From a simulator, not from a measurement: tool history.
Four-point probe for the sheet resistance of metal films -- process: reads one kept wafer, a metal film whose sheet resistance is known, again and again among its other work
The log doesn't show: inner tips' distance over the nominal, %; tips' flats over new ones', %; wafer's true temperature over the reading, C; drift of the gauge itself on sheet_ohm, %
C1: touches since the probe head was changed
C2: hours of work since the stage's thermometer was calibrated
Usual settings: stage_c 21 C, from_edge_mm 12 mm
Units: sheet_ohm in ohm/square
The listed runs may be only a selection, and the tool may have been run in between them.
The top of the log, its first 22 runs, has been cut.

Run 23, hour 287.9: usual settings but from_edge_mm 5 mm; C1 12893; C2 591. Result: sheet_ohm 1.466408 ohm/square.
Run 24, hour 297.9: usual settings but stage_c 24 C, from_edge_mm 6 mm; C1 13245; C2 596. Result: sheet_ohm 1.462232 ohm/square.
Run 25, hour 314.5: usual settings but stage_c 22 C, from_edge_mm 8 mm; C1 13831; C2 606. Result: sheet_ohm 1.461335 ohm/square.
Run 26, hour 332.6: usual settings but stage_c 22 C, from_edge_mm 8 mm; C1 14468; C2 616. Result: sheet_ohm 1.461032 ohm/square.
Run 27, hour 341.1: usual settings but from_edge_mm 5 mm; C1 14767; C2 621. Result: sheet_ohm 1.466999 ohm/square.
Run 28, hour 348.7: usual settings but from_edge_mm 5 mm; C1 15036; C2 625. Result: sheet_ohm 1.466303 ohm/square.
Run 29, hour 360.5: usual settings but stage_c 19 C, from_edge_mm 6 mm; C1 15451; C2 632. Result: sheet_ohm 1.464823 ohm/square.
Run 30, hour 375.1: usual settings but stage_c 29 C, from_edge_mm 15 mm; C1 15966; C2 640. Result: sheet_ohm 1.455705 ohm/square.
Run 31, hour 391.7: usual settings but stage_c 29 C, from_edge_mm 15 mm; C1 16550; C2 649. Result: sheet_ohm 1.455777 ohm/square.
Run 32, hour 405.9: usual settings but stage_c 20 C, from_edge_mm 36 mm; C1 17048; C2 657. Result: sheet_ohm 1.459320 ohm/square.

Forecast run 33:
Run 33, hour 422.9: usual settings but stage_c 22 C, from_edge_mm 36 mm; C1 17650; C2 667. Result: sheet_ohm ?.

sheet_ohm: 1.458638 ohm/square
With the hidden condition absent and the run-to-run variation left alone, this run would have shown sheet_ohm 1.458580 ohm/square.
